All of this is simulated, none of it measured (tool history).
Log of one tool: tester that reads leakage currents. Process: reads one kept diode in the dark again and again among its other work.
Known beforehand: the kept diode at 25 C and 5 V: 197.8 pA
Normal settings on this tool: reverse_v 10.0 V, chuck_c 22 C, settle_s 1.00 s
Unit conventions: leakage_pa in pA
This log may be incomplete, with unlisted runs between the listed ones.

run	day	reverse_v	chuck_c	settle_s	leakage_pa
1	0.000	10.0	22	1.00	188.87
2	2.062	10.0	22	6.33	186.24
3	3.429	10.0	22	6.33	186.51
4	5.433	10.0	22	6.33	187.40
5	7.000	10.0	22	0.92	189.79
6	8.779	10.0	22	0.92	188.83
7	10.267	10.0	22	1.00	187.90
8	11.179	10.0	22	1.00	189.16
9	12.729	10.0	22	1.00	188.46
10	14.125	10.0	27	1.00	303.67
11	16.008	1.4	46	0.73	852.01
12	17.383	11.5	26	1.00	289.77
13	19.404	4.4	25	1.00	190.58
14	20.650	16.5	33	3.83	620.18
15	22.762	4.3	22	1.00	142.43
16	24.750	4.3	22	1.00	141.92
17	25.983	4.3	22	1.00	142.67
18	27.467	10.0	51	1.00	2462.42

Hidden state or all else? Some run-to-run changes of leakage_pa, split into what the settings, what came in and random variation would give without the hidden state, and what is left for the hidden state (with any gauge scatter that isn't in both results):
Unlogged tool condition in this case: stray current of the dirty probe card, pA a volt; current scale over the true one, %; true chuck temperature over the reading, C; drift of the gauge itself on leakage_pa, %.
Run 17 -> 18: reverse_v 4.3 -> 10.0, chuck_c 22 -> 51. leakage_pa +2319.75 pA: hidden state +0.87, all else +2318.88.
